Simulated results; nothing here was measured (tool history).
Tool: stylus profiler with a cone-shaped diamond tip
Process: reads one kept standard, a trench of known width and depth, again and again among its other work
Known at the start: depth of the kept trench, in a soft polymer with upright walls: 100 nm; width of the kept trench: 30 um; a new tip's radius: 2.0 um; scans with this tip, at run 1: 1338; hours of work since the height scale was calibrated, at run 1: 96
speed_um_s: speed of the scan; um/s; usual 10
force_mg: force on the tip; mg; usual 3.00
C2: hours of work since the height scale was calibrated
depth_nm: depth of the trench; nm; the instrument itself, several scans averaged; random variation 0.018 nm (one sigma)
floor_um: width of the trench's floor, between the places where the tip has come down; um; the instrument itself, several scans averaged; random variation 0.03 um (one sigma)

run 1 day=0.000 | speed_um_s=10 force_mg=3.00 | scans_with_this_tip=1338 C2=96 | depth_nm=100.88 floor_um=28.62
run 2 day=1.133 | speed_um_s=10 force_mg=3.00 | scans_with_this_tip=1516 C2=109 | depth_nm=100.86 floor_um=28.63
run 3 day=2.604 | speed_um_s=10 force_mg=3.00 | scans_with_this_tip=1748 C2=126 | depth_nm=100.87 floor_um=28.56
run 4 day=3.883 | speed_um_s=2 force_mg=3.00 | scans_with_this_tip=1950 C2=140 | depth_nm=100.86 floor_um=28.61
run 5 day=5.175 | speed_um_s=2 force_mg=3.00 | scans_with_this_tip=2153 C2=155 | depth_nm=100.87 floor_um=28.61
run 6 day=7.350 | speed_um_s=10 force_mg=3.00 | scans_with_this_tip=2496 C2=180 | depth_nm=100.89 floor_um=28.54
run 7 day=8.508 | speed_um_s=10 force_mg=3.00 | scans_with_this_tip=2678 C2=193 | depth_nm=100.88 floor_um=28.54
run 8 day=10.875 | speed_um_s=10 force_mg=3.00 | scans_with_this_tip=3051 C2=220 | depth_nm=100.92 floor_um=28.50
run 9 day=13.288 | speed_um_s=18 force_mg=1.48 | scans_with_this_tip=3431 C2=247 | depth_nm=100.56 floor_um=28.42
run 10 day=15.096 | speed_um_s=10 force_mg=1.24 | scans_with_this_tip=3716 C2=268 | depth_nm=100.54 floor_um=28.39
-- day=15.296 height scale calibrated on a step standard
run 11 day=16.821 | speed_um_s=10 force_mg=1.24 | scans_with_this_tip=3985 C2=17 | depth_nm=100.55 floor_um=28.35
run 12 day=18.408 | speed_um_s=3 force_mg=3.00 | scans_with_this_tip=4235 C2=35 | depth_nm=100.94 floor_um=28.40
run 13 day=20.088 | speed_um_s=3 force_mg=3.00 | scans_with_this_tip=4499 C2=54 | depth_nm=100.95 floor_um=28.36
run 14 day=22.575 | speed_um_s=10 force_mg=5.35 | scans_with_this_tip=4891 C2=83 | depth_nm=101.37 floor_um=28.34

Hidden state or all else? Some run-to-run changes of depth_nm, split into what the settings, what came in and random variation would give without the hidden state, and what is left for the hidden state (with any gauge scatter that isn't in both results):
The hidden state here: radius of the tip, um; height scale over the true one, %; drift of the gauge itself on depth_nm, %; drift of the gauge itself on floor_um, %.
Run 10 -> 11: height scale calibrated on a step standard. depth_nm +0.01 nm: hidden state +0.03, all else -0.02.
Run 13 -> 14: speed_um_s 3 -> 10, force_mg 3.00 -> 5.35. depth_nm +0.42 nm: hidden state +0.00, all else +0.42.
